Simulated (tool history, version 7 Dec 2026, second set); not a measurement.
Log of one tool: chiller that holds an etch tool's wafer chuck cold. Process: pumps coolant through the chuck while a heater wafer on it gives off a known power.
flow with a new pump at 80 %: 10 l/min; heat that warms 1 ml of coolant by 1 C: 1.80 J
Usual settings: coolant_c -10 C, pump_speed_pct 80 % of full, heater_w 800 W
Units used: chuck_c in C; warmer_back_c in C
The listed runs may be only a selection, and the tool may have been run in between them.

run    hour  coolant_c  pump_speed_pct  heater_w  chuck_c  warmer_back_c
  1     0.0        -10              80       800     -4.3           2.80
  2    44.5        -10              80       800     -4.3           2.77
  3    74.2        -10              85       800     -4.6           2.55
  4   115.0        -10              85       800     -4.6           2.58
  5   169.8        -10              80       800     -4.3           2.73
  6   237.6        -10              80       800     -4.2           2.74
  7   281.5        -10              80       800     -4.3           2.69
  8   348.5        -10              80       948     -3.3           3.21
  9   389.8        -10              80       948     -3.1           3.28
 10   432.6        -10              80       800     -4.2           2.70
 11   492.3        -10              80       800     -4.1           2.76
 12   553.4        -10              80       414     -6.9           1.41
 13   618.1        -10              80       414     -6.8           1.39
 14   652.6        -10              80       414     -6.9           1.38
 15   701.8        -10              80       800     -4.3           2.73
 16   771.7        -10              80       800     -4.0           2.77
 17   824.5         -9              75       786     -2.9           2.89
 18   873.7         -9              75       786     -2.8           2.87
      879.4  -- chiller's thermometer calibrated
 19   933.4        -10              68       651     -4.4           2.59
 20  1002.6        -10              68       651     -4.4           2.62
 21  1052.3         -6              97       453     -3.1           1.23
 22  1112.4        -14              70      1076     -5.1           4.29
 23  1147.5         -3              70       889      4.3           3.51
 24  1194.6        -10              66       926     -2.0           3.89
 25  1232.9        -10              82       449     -6.5           1.52
     1247.3  -- chiller's thermometer calibrated, once more
 26  1294.0        -10              82       449     -7.0           1.48
 27  1351.2        -18              82       568    -14.1           1.93
 28  1392.7         -1              85       800      4.5           2.58
 29  1441.5        -11              80       509     -7.0           1.78
 30  1484.8        -19              72      1013    -11.0           3.95
 31  1519.3        -19              80       800    -13.3           2.78

Hidden state or all else? Some run-to-run changes of chuck_c, split into what the settings, what came in and random variation would give without the hidden state, and what is left for the hidden state (with any gauge scatter that isn't in both results):
Hidden state at play: heat passed by the chuck's channels, % of clean ones'; flow at a given pump speed, % of a new pump's; coolant's true temperature over the reading, C; drift of the gauge itself on chuck_c, C; drift of the gauge itself on warmer_back_c, C.
Run 21 -> 22: coolant_c -6 -> -14, pump_speed_pct 97 -> 70, heater_w 453 -> 1076. chuck_c -2.0 C: hidden state +0.6, all else -2.6.
Run 22 -> 23: coolant_c -14 -> -3, heater_w 1076 -> 889. chuck_c +9.4 C: hidden state -0.1, all else +9.5.
Run 24 -> 25: pump_speed_pct 66 -> 82, heater_w 926 -> 449. chuck_c -4.5 C: hidden state -0.5, all else -4.0.
Run 27 -> 28: coolant_c -18 -> -1, pump_speed_pct 82 -> 85, heater_w 568 -> 800. chuck_c +18.6 C: hidden state +0.2, all else +18.4.
Run 28 -> 29: coolant_c -1 -> -11, pump_speed_pct 85 -> 80, heater_w 800 -> 509. chuck_c -11.5 C: hidden state -0.2, all else -11.3.
Run 29 -> 30: coolant_c -11 -> -19, pump_speed_pct 80 -> 72, heater_w 509 -> 1013. chuck_c -4.0 C: hidden state +0.5, all else -4.5.
